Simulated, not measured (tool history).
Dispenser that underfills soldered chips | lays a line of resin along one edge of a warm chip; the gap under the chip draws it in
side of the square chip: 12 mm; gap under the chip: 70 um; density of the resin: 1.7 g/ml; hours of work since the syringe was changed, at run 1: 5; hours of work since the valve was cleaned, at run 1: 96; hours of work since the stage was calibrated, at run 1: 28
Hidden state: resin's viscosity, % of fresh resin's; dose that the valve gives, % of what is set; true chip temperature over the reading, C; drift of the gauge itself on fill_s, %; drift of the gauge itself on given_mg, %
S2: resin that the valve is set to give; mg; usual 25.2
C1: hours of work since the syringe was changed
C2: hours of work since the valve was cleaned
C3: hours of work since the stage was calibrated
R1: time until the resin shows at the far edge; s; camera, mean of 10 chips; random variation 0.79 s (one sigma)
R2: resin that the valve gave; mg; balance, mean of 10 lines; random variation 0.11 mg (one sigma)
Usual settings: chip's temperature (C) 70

Run 1, hour 0: usual settings; C1 5; C2 96; C3 28. Result: R1 109.8 s, R2 23.26 mg.
At hour 1.3: new syringe of resin.
At hour 10.6: new syringe of resin.
Run 2, hour 10.8: usual settings; C1 0; C2 103; C3 36. Result: R1 74.4 s, R2 23.06 mg.
Run 3, hour 17.2: usual settings; C1 5; C2 108; C3 40. Result: R1 103.3 s, R2 22.88 mg.
At hour 19.3: new syringe of resin.
Run 4, hour 25.4: usual settings but S2 30.9 mg; C1 4; C2 113; C3 46. Result: R1 96.3 s, R2 27.91 mg.
At hour 28.1: new syringe of resin.
At hour 32.1: dispensing valve cleaned and set on the balance.
Run 5, hour 33.3: usual settings but S2 30.9 mg; C1 3; C2 1; C3 51. Result: R1 88.3 s, R2 30.99 mg.
At hour 37.4: new syringe of resin.
Run 6, hour 44.5: usual settings; C1 5; C2 9; C3 58. Result: R1 102.8 s, R2 25.33 mg.
At hour 46.1: new syringe of resin.
At hour 54.9: new syringe of resin.
Run 7, hour 55.5: usual settings; C1 0; C2 16; C3 66. Result: R1 72.7 s, R2 25.09 mg.
At hour 63.4: new syringe of resin.
Run 8, hour 64.2: usual settings; C1 1; C2 22; C3 72. Result: R1 73.2 s, R2 24.97 mg.
At hour 72: new syringe of resin.
Run 9, hour 74.9: usual settings; C1 2; C2 29; C3 79. Result: R1 82.3 s, R2 24.69 mg.
At hour 80.7: new syringe of resin.
Run 10, hour 84: usual settings; C1 2; C2 36; C3 85. Result: R1 84.4 s, R2 24.49 mg.
At hour 89: new syringe of resin.
Run 11, hour 92.3: usual settings but chip's temperature (C) 59; C1 2; C2 42; C3 91. Result: R1 123.8 s, R2 24.43 mg.
At hour 97.6: new syringe of resin.
Run 12, hour 102.9: usual settings but chip's temperature (C) 59; C1 4; C2 49; C3 99. Result: R1 135.6 s, R2 24.21 mg.
At hour 106: new syringe of resin.
Run 13, hour 110.5: usual settings; C1 3; C2 54; C3 104. Result: R1 88.8 s, R2 24.11 mg.
At hour 115: new syringe of resin.
Run 14, hour 119.7: usual settings but S2 22.6 mg; C1 3; C2 60; C3 110. Result: R1 93.8 s, R2 21.57 mg.
At hour 123.9: new syringe of resin.
Run 15, hour 130.3: usual settings but S2 22.6 mg; C1 5; C2 68; C3 117. Result: R1 102.4 s, R2 21.56 mg.
At hour 132.5: new syringe of resin.
Run 16, hour 137.8: usual settings but S2 22.6 mg; C1 4; C2 73; C3 123. Result: R1 95.3 s, R2 21.17 mg.
At hour 141.1: new syringe of resin.
Run 17, hour 144.2: usual settings but S2 22.6 mg; C1 2; C2 77; C3 127. Result: R1 85.6 s, R2 21.31 mg.

Run 18 comes next. What will it give?
At hour 150.5: new syringe of resin.
Run 18, hour 152: usual settings but S2 22.6 mg; C1 1; C2 83; C3 132. Result: R1 ?, R2 ?.

R1: 78.5 s
R2: 21.16 mg
Without the tool's hidden state the same run would have given R1 73.9 s, R2 22.6 mg.

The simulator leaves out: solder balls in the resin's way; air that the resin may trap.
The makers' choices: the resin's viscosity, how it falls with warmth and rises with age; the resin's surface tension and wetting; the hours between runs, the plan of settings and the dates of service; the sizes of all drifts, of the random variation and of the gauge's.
